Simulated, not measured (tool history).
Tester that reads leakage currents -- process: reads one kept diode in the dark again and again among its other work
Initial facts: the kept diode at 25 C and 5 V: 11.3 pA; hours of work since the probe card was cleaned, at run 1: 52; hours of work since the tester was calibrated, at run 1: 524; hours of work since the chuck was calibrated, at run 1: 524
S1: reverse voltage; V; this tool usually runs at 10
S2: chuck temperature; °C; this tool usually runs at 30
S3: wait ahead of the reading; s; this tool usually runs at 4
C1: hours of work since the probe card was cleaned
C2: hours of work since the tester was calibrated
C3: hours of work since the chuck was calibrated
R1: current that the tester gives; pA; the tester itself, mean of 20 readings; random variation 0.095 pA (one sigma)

run	hour	S1	S2	S3	C1	C2	C3	R1
1	0	10	30	4	52	524	524	26.71
2	38.9	1.3	30	4	79	550	550	8.09
3	69	10	30	4	100	571	571	26.8
4	110.3	10	30	4	128	599	599	26.79
5	139.7	10	30	4	148	619	619	26.74
6	170.1	10	30	0.67	169	640	640	30.75
7	211.6	10	30	3.11	198	669	669	26.87
8	230	10	30	3.11	210	681	681	26.97
9	259.4	10	30	3.11	230	702	702	27.09
10	292.5	10	30	3.11	253	724	724	27.14
11	325.1	10	30	4	275	747	747	26.77
12	359.3	7.3	54	0.78	299	770	770	139.82
13	383	16.6	54	5.01	315	786	786	220.32
14	400.7	16.6	54	5.01	327	799	799	221.79
15	435.6	7.6	54	5.01	351	823	823	139.74
16	477.5	7.6	54	0.34	380	851	851	146.22
17	506.3	2.5	32	4	400	871	871	13.84
18	528.6	2.6	32	3.12	415	886	886	14.38
19	567.8	2.6	32	3.12	442	913	913	14.14
20	599.4	12.7	50	4	464	935	935	141.76
21	617.3	1.4	50	4	476	947	947	39.18
22	654.8	11.2	22	4	502	973	973	15.07

5 ways to go on from here, each from the tool as it stands after run 22. What would each give?
A	672.7	4.3	23	2.4	514	985	985	?
B	672.7	11.2	41	4	514	985	985	?
C	672.7	15.6	28	3.6	514	985	985	?
D	672.7	11.2	27	4	514	985	985	?
E	672.7	11.2	22	0.64	514	985	985	?

run	R1
A	9.34
B	67.4
C	29.86
D	22.63
E	19.79
What these runs would have given with no unlogged condition in the tool:
run	R1
A	9.34
B	67.41
C	29.86
D	22.63
E	19.79
